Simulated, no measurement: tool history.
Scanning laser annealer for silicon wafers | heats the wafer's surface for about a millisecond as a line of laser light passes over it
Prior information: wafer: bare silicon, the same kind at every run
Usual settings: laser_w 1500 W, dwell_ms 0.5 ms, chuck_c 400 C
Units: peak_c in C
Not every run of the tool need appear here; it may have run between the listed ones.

{"run": 1, "day": 0.0, "laser_w": 1500, "dwell_ms": 0.5, "chuck_c": 400, "peak_c": 1222}
{"run": 2, "day": 3.508, "laser_w": 1500, "dwell_ms": 0.5, "chuck_c": 400, "peak_c": 1221}
{"run": 3, "day": 5.021, "laser_w": 1500, "dwell_ms": 0.5, "chuck_c": 400, "peak_c": 1225}
{"run": 4, "day": 8.529, "laser_w": 1500, "dwell_ms": 0.5, "chuck_c": 400, "peak_c": 1219}
{"run": 5, "day": 11.6, "laser_w": 1500, "dwell_ms": 0.5, "chuck_c": 400, "peak_c": 1213}
{"run": 6, "day": 13.983, "laser_w": 1500, "dwell_ms": 0.5, "chuck_c": 411, "peak_c": 1222}
{"run": 7, "day": 17.112, "laser_w": 1500, "dwell_ms": 0.5, "chuck_c": 411, "peak_c": 1222}
{"run": 8, "day": 18.908, "laser_w": 1500, "dwell_ms": 0.5, "chuck_c": 378, "peak_c": 1187}
{"run": 9, "day": 22.267, "laser_w": 1500, "dwell_ms": 0.5, "chuck_c": 378, "peak_c": 1184}
{"run": 10, "day": 24.854, "laser_w": 1500, "dwell_ms": 0.5, "chuck_c": 378, "peak_c": 1178}
{"run": 11, "day": 27.65, "laser_w": 1500, "dwell_ms": 0.5, "chuck_c": 400, "peak_c": 1196}
{"day": 29.35, "done": "window over the wafer cleaned"}
{"run": 12, "day": 30.142, "laser_w": 1500, "dwell_ms": 0.5, "chuck_c": 400, "peak_c": 1238}
{"run": 13, "day": 32.767, "laser_w": 1500, "dwell_ms": 0.5, "chuck_c": 400, "peak_c": 1234}
{"run": 14, "day": 36.054, "laser_w": 1500, "dwell_ms": 0.5, "chuck_c": 400, "peak_c": 1232}
{"day": 36.471, "done": "laser's power meter calibrated"}
{"run": 15, "day": 37.642, "laser_w": 1500, "dwell_ms": 0.597, "chuck_c": 400, "peak_c": 1302}
{"run": 16, "day": 40.104, "laser_w": 1500, "dwell_ms": 0.597, "chuck_c": 400, "peak_c": 1303}
{"run": 17, "day": 41.654, "laser_w": 1500, "dwell_ms": 0.597, "chuck_c": 400, "peak_c": 1301}
{"day": 44.225, "done": "optics aligned, line set to its width"}
{"run": 18, "day": 44.562, "laser_w": 1500, "dwell_ms": 0.5, "chuck_c": 400, "peak_c": 1240}
{"run": 19, "day": 48.15, "laser_w": 1500, "dwell_ms": 0.5, "chuck_c": 400, "peak_c": 1233}
{"day": 49.171, "done": "laser's power meter calibrated, once more"}
{"run": 20, "day": 50.471, "laser_w": 1500, "dwell_ms": 0.5, "chuck_c": 400, "peak_c": 1223}
{"run": 21, "day": 52.846, "laser_w": 1500, "dwell_ms": 0.578, "chuck_c": 400, "peak_c": 1275}
{"run": 22, "day": 55.092, "laser_w": 1500, "dwell_ms": 0.533, "chuck_c": 400, "peak_c": 1242}
{"run": 23, "day": 56.738, "laser_w": 1455, "dwell_ms": 0.533, "chuck_c": 366, "peak_c": 1175}
{"run": 24, "day": 59.867, "laser_w": 1500, "dwell_ms": 0.389, "chuck_c": 433, "peak_c": 1155}
{"run": 25, "day": 63.021, "laser_w": 1500, "dwell_ms": 0.406, "chuck_c": 377, "peak_c": 1114}
{"run": 26, "day": 65.65, "laser_w": 1500, "dwell_ms": 0.406, "chuck_c": 377, "peak_c": 1110}
{"run": 27, "day": 67.604, "laser_w": 1569, "dwell_ms": 0.5, "chuck_c": 419, "peak_c": 1267}
{"run": 28, "day": 70.642, "laser_w": 1500, "dwell_ms": 0.5, "chuck_c": 440, "peak_c": 1242}
{"run": 29, "day": 72.638, "laser_w": 1453, "dwell_ms": 0.509, "chuck_c": 365, "peak_c": 1139}
{"run": 30, "day": 75.638, "laser_w": 1453, "dwell_ms": 0.509, "chuck_c": 365, "peak_c": 1142}
{"run": 31, "day": 77.658, "laser_w": 1453, "dwell_ms": 0.509, "chuck_c": 365, "peak_c": 1138}
{"day": 79.962, "done": "window over the wafer cleaned"}
{"run": 32, "day": 80.604, "laser_w": 1453, "dwell_ms": 0.509, "chuck_c": 365, "peak_c": 1175}
{"run": 33, "day": 82.208, "laser_w": 1646, "dwell_ms": 0.412, "chuck_c": 400, "peak_c": 1247}
{"run": 34, "day": 85.488, "laser_w": 1646, "dwell_ms": 0.412, "chuck_c": 400, "peak_c": 1241}
{"run": 35, "day": 88.288, "laser_w": 1537, "dwell_ms": 0.416, "chuck_c": 437, "peak_c": 1217}
{"run": 36, "day": 90.267, "laser_w": 1537, "dwell_ms": 0.416, "chuck_c": 437, "peak_c": 1214}
{"run": 37, "day": 92.45, "laser_w": 1537, "dwell_ms": 0.471, "chuck_c": 378, "peak_c": 1200}
{"run": 38, "day": 94.133, "laser_w": 1537, "dwell_ms": 0.471, "chuck_c": 378, "peak_c": 1199}
{"run": 39, "day": 96.85, "laser_w": 1424, "dwell_ms": 0.565, "chuck_c": 365, "peak_c": 1180}
{"run": 40, "day": 99.221, "laser_w": 1424, "dwell_ms": 0.565, "chuck_c": 365, "peak_c": 1175}

Below are 4 alternative next runs, each starting from the tool's condition after run 40. Predict each:
{"day": 99.721, "done": "optics aligned, line set to its width"}
{"run": "A", "day": 102.679, "laser_w": 1500, "dwell_ms": 0.462, "chuck_c": 400, "peak_c": "?"}
{"day": 99.721, "done": "optics aligned, line set to its width"}
{"run": "B", "day": 102.679, "laser_w": 1424, "dwell_ms": 0.407, "chuck_c": 365, "peak_c": "?"}
{"day": 99.721, "done": "optics aligned, line set to its width"}
{"run": "C", "day": 102.679, "laser_w": 1466, "dwell_ms": 0.603, "chuck_c": 399, "peak_c": "?"}
{"day": 99.721, "done": "optics aligned, line set to its width"}
{"run": "D", "day": 102.679, "laser_w": 1388, "dwell_ms": 0.435, "chuck_c": 394, "peak_c": "?"}

run=A peak_c=1191
run=B peak_c=1070
run=C peak_c=1273
run=D peak_c=1101
Without the tool's hidden state the same runs would have given:
run=A peak_c=1208
run=B peak_c=1085
run=C peak_c=1292
run=D peak_c=1116
